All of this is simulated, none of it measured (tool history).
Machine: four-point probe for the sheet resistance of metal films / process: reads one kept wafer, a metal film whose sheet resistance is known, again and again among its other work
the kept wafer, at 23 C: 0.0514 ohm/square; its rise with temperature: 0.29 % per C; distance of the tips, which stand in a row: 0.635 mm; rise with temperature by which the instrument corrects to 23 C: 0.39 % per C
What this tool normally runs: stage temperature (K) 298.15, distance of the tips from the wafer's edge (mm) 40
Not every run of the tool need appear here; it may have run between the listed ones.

run     day  stage temperature (K)  distance of the tips from the wafer's edge (mm)  sheet resistance as the instrument gives it (ohm/square)
  1   0.000                 298.15                                               40                                                  0.050839
  2   0.658                 298.15                                               40                                                  0.050822
  3   1.388                 302.15                                               40                                                  0.050612
  4   2.108                 302.15                                               40                                                  0.050612
  5   2.967                 302.15                                               40                                                  0.050619
  6   3.592                 298.15                                                6                                                  0.051118
  7   4.371                 298.15                                                6                                                  0.051119
  8   4.788                 298.15                                                6                                                  0.051121
  9   5.525                 298.15                                                6                                                  0.051114
 10   6.338                 298.15                                                6                                                  0.051080
 11   6.833                 298.15                                                6                                                  0.051106
 12   7.262                 298.15                                                4                                                  0.051460
 13   8.196                 298.15                                               40                                                  0.050782
      8.975  -- new probe head fitted
 14   9.075                 298.15                                               11                                                  0.051260
 15   9.542                 298.15                                                4                                                  0.051871
 16  10.175                 301.15                                               40                                                  0.051006
 17  10.992                 301.15                                               40                                                  0.051010
 18  11.888                 304.15                                               40                                                  0.050853
 19  12.767                 304.15                                               40                                                  0.050866
 20  13.788                 304.15                                               40                                                  0.050841
 21  14.721                 298.15                                                4                                                  0.051826
 22  15.683                 303.15                                               31                                                  0.050886
 23  16.554                 303.15                                               31                                                  0.050891
 24  17.417                 297.15                                               46                                                  0.051183
 25  17.904                 297.15                                                4                                                  0.051873
 26  18.758                 297.15                                               14                                                  0.051217
     18.846  -- stage's thermometer calibrated
 27  19.621                 306.15                                               18                                                  0.050743
 28  20.129                 301.15                                                6                                                  0.051262
 29  20.808                 298.15                                               27                                                  0.051116
 30  21.254                 293.15                                                5                                                  0.051849
     21.938  -- stage's thermometer calibrated, once more
 31  21.938                 292.15                                               54                                                  0.051404
 32  22.375                 300.15                                               54                                                  0.050971
 33  23.125                 298.15                                               59                                                  0.051099
 34  24.021                 297.15                                               13                                                  0.051183
 35  24.746                 297.15                                               13                                                  0.051199
 36  25.467                 297.15                                               13                                                  0.051196
 37  26.450                 297.15                                               13                                                  0.051191
 38  27.446                 298.15                                               15                                                  0.051105
 39  28.071                 298.15                                               58                                                  0.051065
 40  29.000                 298.15                                               58                                                  0.051069

Branching from run 40: 5 alternative next runs. What would each branch give?
  A  29.917                 292.15                                               47                                                         ?
  B  29.917                 299.15                                               18                                                         ?
  C  29.917                 297.15                                               17                                                         ?
  D  29.917                 305.15                                               40                                                         ?
  E  29.917                 298.15                                                6                                                         ?

run  sheet resistance as the instrument gives it (ohm/square)
  A                                                  0.051400
  B                                                  0.051030
  C                                                  0.051138
  D                                                  0.050705
  E                                                  0.051369
Stripped of hidden state, with their random variation kept, the same runs would have yielded:
run  sheet resistance as the instrument gives it (ohm/square)
  A                                                  0.051643
  B                                                  0.051271
  C                                                  0.051380
  D                                                  0.050945
  E                                                  0.051612
